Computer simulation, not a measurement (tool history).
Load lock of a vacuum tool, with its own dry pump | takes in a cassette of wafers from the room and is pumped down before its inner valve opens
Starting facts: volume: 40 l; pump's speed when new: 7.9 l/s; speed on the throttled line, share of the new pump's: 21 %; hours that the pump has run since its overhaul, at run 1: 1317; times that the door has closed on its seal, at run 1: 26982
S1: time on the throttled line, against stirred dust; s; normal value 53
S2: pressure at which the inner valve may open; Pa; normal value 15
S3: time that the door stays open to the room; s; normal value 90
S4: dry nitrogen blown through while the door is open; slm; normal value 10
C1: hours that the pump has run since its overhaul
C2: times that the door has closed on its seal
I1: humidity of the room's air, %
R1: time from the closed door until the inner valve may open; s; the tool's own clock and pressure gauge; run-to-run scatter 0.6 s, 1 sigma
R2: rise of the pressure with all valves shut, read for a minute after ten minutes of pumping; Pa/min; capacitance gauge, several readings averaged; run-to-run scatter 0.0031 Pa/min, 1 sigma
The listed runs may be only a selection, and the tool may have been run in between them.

run 1 hour=0.0 | S1=53 S2=15 S3=90 S4=10 | C1=1317 C2=26982 | I1=44.2 | R1=86.7 R2=0.211
run 2 hour=285.7 | S1=53 S2=15 S3=90 S4=10 | C1=1603 C2=28192 | I1=41.9 | R1=87.6 R2=0.214
run 3 hour=765.9 | S1=53 S2=15 S3=90 S4=10 | C1=2083 C2=30225 | I1=45.1 | R1=86.7 R2=0.233
run 4 hour=1066.7 | S1=53 S2=15 S3=90 S4=10 | C1=2384 C2=31499 | I1=48.0 | R1=87.9 R2=0.240
run 5 hour=1526.7 | S1=53 S2=11 S3=90 S4=10 | C1=2844 C2=33447 | I1=44.9 | R1=88.8 R2=0.258
run 6 hour=2103.8 | S1=53 S2=17 S3=90 S4=10 | C1=3421 C2=35891 | I1=43.2 | R1=87.8 R2=0.269
run 7 hour=2696.2 | S1=53 S2=15 S3=90 S4=10 | C1=4013 C2=38400 | I1=45.7 | R1=87.8 R2=0.310
run 8 hour=2960.8 | S1=53 S2=15 S3=90 S4=10 | C1=4278 C2=39520 | I1=49.6 | R1=88.5 R2=0.312
run 9 hour=3346.2 | S1=53 S2=15 S3=90 S4=10 | C1=4663 C2=41152 | I1=40.6 | R1=88.7 R2=0.317
run 10 hour=3787.9 | S1=53 S2=15 S3=90 S4=10 | C1=5105 C2=43023 | I1=40.4 | R1=88.5 R2=0.339
run 11 hour=4379.6 | S1=53 S2=15 S3=90 S4=10 | C1=5696 C2=45528 | I1=44.8 | R1=88.6 R2=0.371
run 12 hour=4848.0 | S1=53 S2=15 S3=90 S4=10 | C1=6165 C2=47512 | I1=47.1 | R1=88.9 R2=0.397
run 13 hour=5319.1 | S1=53 S2=15 S3=90 S4=44 | C1=6636 C2=49507 | I1=46.6 | R1=89.3 R2=0.393
-- hour=5658.7 door's seal changed, seat wiped
run 14 hour=5792.3 | S1=53 S2=15 S3=90 S4=44 | C1=7108 C2=566 | I1=45.1 | R1=90.0 R2=0.048
run 15 hour=6050.7 | S1=53 S2=15 S3=90 S4=10 | C1=7366 C2=1660 | I1=45.4 | R1=89.0 R2=0.081
run 16 hour=6335.5 | S1=53 S2=15 S3=90 S4=10 | C1=7651 C2=2866 | I1=49.6 | R1=90.8 R2=0.088
run 17 hour=6869.4 | S1=53 S2=15 S3=27 S4=10 | C1=8185 C2=5127 | I1=45.8 | R1=89.8 R2=0.059
run 18 hour=7313.7 | S1=53 S2=21 S3=90 S4=10 | C1=8629 C2=7009 | I1=43.6 | R1=87.8 R2=0.095
run 19 hour=7814.3 | S1=53 S2=21 S3=113 S4=10 | C1=9130 C2=9128 | I1=43.8 | R1=88.0 R2=0.106
run 20 hour=8224.5 | S1=53 S2=21 S3=113 S4=10 | C1=9540 C2=10865 | I1=46.1 | R1=87.6 R2=0.117
run 21 hour=8515.3 | S1=102 S2=24 S3=61 S4=8 | C1=9831 C2=12097 | I1=40.5 | R1=126.5 R2=0.102
run 22 hour=8790.5 | S1=105 S2=14 S3=26 S4=8 | C1=10106 C2=13262 | I1=45.8 | R1=130.9 R2=0.098
run 23 hour=9082.8 | S1=74 S2=20 S3=90 S4=10 | C1=10398 C2=14500 | I1=44.0 | R1=104.9 R2=0.125
run 24 hour=9653.9 | S1=74 S2=20 S3=90 S4=10 | C1=10969 C2=16919 | I1=42.9 | R1=106.1 R2=0.134
run 25 hour=10054.2 | S1=94 S2=15 S3=38 S4=16 | C1=11369 C2=18614 | I1=46.0 | R1=123.4 R2=0.126
run 26 hour=10554.3 | S1=94 S2=15 S3=38 S4=16 | C1=11870 C2=20732 | I1=45.2 | R1=121.2 R2=0.138
run 27 hour=11102.7 | S1=94 S2=15 S3=38 S4=16 | C1=12418 C2=23054 | I1=42.9 | R1=121.2 R2=0.144
run 28 hour=11634.6 | S1=94 S2=15 S3=38 S4=20 | C1=12950 C2=25306 | I1=47.2 | R1=122.6 R2=0.165
run 29 hour=12125.2 | S1=31 S2=20 S3=90 S4=21 | C1=13441 C2=27384 | I1=44.5 | R1=73.8 R2=0.185
run 30 hour=12592.9 | S1=31 S2=20 S3=90 S4=21 | C1=13908 C2=29365 | I1=44.2 | R1=74.6 R2=0.199
run 31 hour=13215.4 | S1=31 S2=20 S3=90 S4=21 | C1=14531 C2=32001 | I1=46.7 | R1=73.4 R2=0.222
run 32 hour=13751.9 | S1=31 S2=20 S3=90 S4=21 | C1=15067 C2=34272 | I1=44.4 | R1=73.9 R2=0.233
run 33 hour=14223.6 | S1=76 S2=25 S3=227 S4=28 | C1=15539 C2=36270 | I1=48.3 | R1=105.9 R2=0.278
run 34 hour=14785.9 | S1=76 S2=25 S3=227 S4=28 | C1=16101 C2=38651 | I1=46.5 | R1=107.9 R2=0.294
run 35 hour=15291.6 | S1=76 S2=18 S3=45 S4=28 | C1=16607 C2=40793 | I1=45.5 | R1=109.7 R2=0.285
run 36 hour=15724.8 | S1=29 S2=29 S3=45 S4=8 | C1=17040 C2=42627 | I1=44.2 | R1=70.9 R2=0.314
run 37 hour=16266.8 | S1=29 S2=29 S3=45 S4=8 | C1=17582 C2=44923 | I1=45.4 | R1=72.1 R2=0.355

For each entry between runs, how does the tool's hidden state at the last listed run before it compare with that at the first listed run after it?
In the gap between runs 13 and 14: door's seal changed, seat wiped (hour 5658.7)
  pump's speed, % of a new pump's: 93.6 -> 93.1; leak at the door's seal, Pa l/s: 0.2322 -> 0.002
  measured minus no-state result, R1: +2.3 -> +2.5 s; R2: +0.350 -> +0.000 Pa/min
